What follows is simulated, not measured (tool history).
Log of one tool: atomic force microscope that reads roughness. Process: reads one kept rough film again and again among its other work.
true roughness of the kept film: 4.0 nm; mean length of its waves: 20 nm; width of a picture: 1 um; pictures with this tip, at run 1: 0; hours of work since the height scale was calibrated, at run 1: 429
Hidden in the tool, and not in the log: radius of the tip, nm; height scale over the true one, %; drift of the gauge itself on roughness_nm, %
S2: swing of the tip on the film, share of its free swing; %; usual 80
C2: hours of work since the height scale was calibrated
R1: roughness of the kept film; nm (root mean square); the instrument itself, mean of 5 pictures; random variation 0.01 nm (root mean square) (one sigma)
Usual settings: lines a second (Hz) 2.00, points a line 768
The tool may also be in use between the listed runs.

run 1 hour=0.0 | lines_a_second_(Hz)=2.00 S2=80 points_a_line=768 | pictures_with_this_tip=0 C2=429 | R1=2.374
run 2 hour=42.6 | lines_a_second_(Hz)=2.00 S2=80 points_a_line=768 | pictures_with_this_tip=52 C2=451 | R1=2.352
run 3 hour=62.4 | lines_a_second_(Hz)=2.00 S2=80 points_a_line=625 | pictures_with_this_tip=76 C2=462 | R1=2.362
run 4 hour=88.0 | lines_a_second_(Hz)=0.94 S2=80 points_a_line=768 | pictures_with_this_tip=108 C2=476 | R1=2.589
-- hour=91.5 new tip fitted
run 5 hour=123.1 | lines_a_second_(Hz)=0.94 S2=80 points_a_line=768 | pictures_with_this_tip=38 C2=494 | R1=2.602
run 6 hour=156.9 | lines_a_second_(Hz)=2.00 S2=80 points_a_line=768 | pictures_with_this_tip=80 C2=512 | R1=2.378
-- hour=183.1 new tip fitted
run 7 hour=186.6 | lines_a_second_(Hz)=2.00 S2=80 points_a_line=768 | pictures_with_this_tip=4 C2=528 | R1=2.362
run 8 hour=226.4 | lines_a_second_(Hz)=2.00 S2=80 points_a_line=768 | pictures_with_this_tip=53 C2=549 | R1=2.363
run 9 hour=264.5 | lines_a_second_(Hz)=2.00 S2=80 points_a_line=768 | pictures_with_this_tip=100 C2=569 | R1=2.371
-- hour=274.3 new tip fitted
run 10 hour=295.0 | lines_a_second_(Hz)=2.37 S2=80 points_a_line=768 | pictures_with_this_tip=26 C2=585 | R1=2.299
run 11 hour=338.9 | lines_a_second_(Hz)=2.37 S2=80 points_a_line=768 | pictures_with_this_tip=80 C2=609 | R1=2.274
-- hour=364.0 new tip fitted
run 12 hour=380.0 | lines_a_second_(Hz)=2.37 S2=80 points_a_line=768 | pictures_with_this_tip=20 C2=631 | R1=2.297
run 13 hour=411.4 | lines_a_second_(Hz)=2.00 S2=80 points_a_line=768 | pictures_with_this_tip=59 C2=647 | R1=2.358
run 14 hour=440.1 | lines_a_second_(Hz)=2.00 S2=80 points_a_line=768 | pictures_with_this_tip=94 C2=663 | R1=2.370
-- hour=454.1 new tip fitted
run 15 hour=475.3 | lines_a_second_(Hz)=2.00 S2=80 points_a_line=768 | pictures_with_this_tip=26 C2=681 | R1=2.351
run 16 hour=495.4 | lines_a_second_(Hz)=2.00 S2=80 points_a_line=768 | pictures_with_this_tip=50 C2=692 | R1=2.370
run 17 hour=522.3 | lines_a_second_(Hz)=2.00 S2=68 points_a_line=768 | pictures_with_this_tip=83 C2=706 | R1=2.579
-- hour=547.7 new tip fitted
run 18 hour=561.1 | lines_a_second_(Hz)=2.00 S2=68 points_a_line=768 | pictures_with_this_tip=17 C2=727 | R1=2.588
run 19 hour=589.9 | lines_a_second_(Hz)=0.55 S2=68 points_a_line=768 | pictures_with_this_tip=52 C2=742 | R1=2.762
run 20 hour=617.6 | lines_a_second_(Hz)=2.00 S2=80 points_a_line=768 | pictures_with_this_tip=86 C2=757 | R1=2.359
-- hour=638.3 new tip fitted
run 21 hour=665.1 | lines_a_second_(Hz)=2.00 S2=80 points_a_line=768 | pictures_with_this_tip=33 C2=782 | R1=2.378
run 22 hour=700.7 | lines_a_second_(Hz)=0.81 S2=80 points_a_line=768 | pictures_with_this_tip=77 C2=801 | R1=2.618
-- hour=728.2 new tip fitted
run 23 hour=731.5 | lines_a_second_(Hz)=0.81 S2=80 points_a_line=768 | pictures_with_this_tip=4 C2=817 | R1=2.619
run 24 hour=758.4 | lines_a_second_(Hz)=0.81 S2=80 points_a_line=768 | pictures_with_this_tip=37 C2=832 | R1=2.634
run 25 hour=778.4 | lines_a_second_(Hz)=0.81 S2=80 points_a_line=768 | pictures_with_this_tip=62 C2=842 | R1=2.638
-- hour=821.3 new tip fitted
run 26 hour=824.9 | lines_a_second_(Hz)=0.81 S2=72 points_a_line=731 | pictures_with_this_tip=5 C2=867 | R1=2.715
run 27 hour=873.1 | lines_a_second_(Hz)=2.91 S2=74 points_a_line=731 | pictures_with_this_tip=64 C2=893 | R1=2.337
run 28 hour=909.5 | lines_a_second_(Hz)=3.90 S2=65 points_a_line=305 | pictures_with_this_tip=109 C2=912 | R1=2.358
-- hour=912.4 new tip fitted
run 29 hour=940.9 | lines_a_second_(Hz)=3.90 S2=65 points_a_line=305 | pictures_with_this_tip=35 C2=929 | R1=2.386
run 30 hour=977.1 | lines_a_second_(Hz)=0.74 S2=61 points_a_line=873 | pictures_with_this_tip=79 C2=948 | R1=2.763
-- hour=1002.8 new tip fitted
run 31 hour=1003.1 | lines_a_second_(Hz)=0.74 S2=61 points_a_line=873 | pictures_with_this_tip=1 C2=962 | R1=2.799
run 32 hour=1032.5 | lines_a_second_(Hz)=0.52 S2=78 points_a_line=419 | pictures_with_this_tip=37 C2=977 | R1=2.700
run 33 hour=1070.2 | lines_a_second_(Hz)=0.68 S2=67 points_a_line=768 | pictures_with_this_tip=83 C2=998 | R1=2.744
-- hour=1092.8 new tip fitted
run 34 hour=1119.2 | lines_a_second_(Hz)=0.68 S2=67 points_a_line=768 | pictures_with_this_tip=32 C2=1024 | R1=2.753
run 35 hour=1150.0 | lines_a_second_(Hz)=0.62 S2=83 points_a_line=388 | pictures_with_this_tip=70 C2=1040 | R1=2.633
-- hour=1183.0 new tip fitted
run 36 hour=1187.5 | lines_a_second_(Hz)=0.93 S2=71 points_a_line=768 | pictures_with_this_tip=5 C2=1060 | R1=2.676
run 37 hour=1219.5 | lines_a_second_(Hz)=1.24 S2=58 points_a_line=403 | pictures_with_this_tip=45 C2=1077 | R1=2.748
run 38 hour=1248.7 | lines_a_second_(Hz)=2.16 S2=55 points_a_line=444 | pictures_with_this_tip=81 C2=1092 | R1=2.686
-- hour=1275.7 new tip fitted
run 39 hour=1292.1 | lines_a_second_(Hz)=2.16 S2=55 points_a_line=444 | pictures_with_this_tip=21 C2=1115 | R1=2.696
run 40 hour=1326.6 | lines_a_second_(Hz)=2.16 S2=55 points_a_line=444 | pictures_with_this_tip=63 C2=1134 | R1=2.694
-- hour=1365.0 new tip fitted
run 41 hour=1375.1 | lines_a_second_(Hz)=2.16 S2=55 points_a_line=444 | pictures_with_this_tip=12 C2=1159 | R1=2.696
run 42 hour=1397.1 | lines_a_second_(Hz)=3.74 S2=65 points_a_line=557 | pictures_with_this_tip=39 C2=1171 | R1=2.437
run 43 hour=1427.7 | lines_a_second_(Hz)=3.74 S2=65 points_a_line=557 | pictures_with_this_tip=77 C2=1188 | R1=2.448
-- hour=1456.2 new tip fitted
run 44 hour=1462.6 | lines_a_second_(Hz)=0.90 S2=87 points_a_line=709 | pictures_with_this_tip=8 C2=1206 | R1=2.525
run 45 hour=1496.1 | lines_a_second_(Hz)=2.96 S2=85 points_a_line=773 | pictures_with_this_tip=50 C2=1224 | R1=2.051
run 46 hour=1524.2 | lines_a_second_(Hz)=3.87 S2=80 points_a_line=768 | pictures_with_this_tip=84 C2=1239 | R1=2.035

Forecast each of these 5 alternatives for the next run:
-- hour=1547.5 new tip fitted
run A hour=1559.7 | lines_a_second_(Hz)=2.82 S2=80 points_a_line=768 | pictures_with_this_tip=15 C2=1258 | R1=?
-- hour=1547.5 new tip fitted
run B hour=1559.7 | lines_a_second_(Hz)=1.35 S2=75 points_a_line=403 | pictures_with_this_tip=15 C2=1258 | R1=?
-- hour=1547.5 new tip fitted
run C hour=1559.7 | lines_a_second_(Hz)=2.00 S2=78 points_a_line=768 | pictures_with_this_tip=15 C2=1258 | R1=?
-- hour=1547.5 new tip fitted
run D hour=1559.7 | lines_a_second_(Hz)=3.66 S2=80 points_a_line=827 | pictures_with_this_tip=15 C2=1258 | R1=?
-- hour=1547.5 new tip fitted
run E hour=1559.7 | lines_a_second_(Hz)=1.08 S2=74 points_a_line=463 | pictures_with_this_tip=15 C2=1258 | R1=?

run=A R1=2.211
run=B R1=2.569
run=C R1=2.413
run=D R1=2.076
run=E R1=2.599
Without the tool's hidden state the same runs would have given:
run=A R1=2.212
run=B R1=2.571
run=C R1=2.414
run=D R1=2.077
run=E R1=2.600
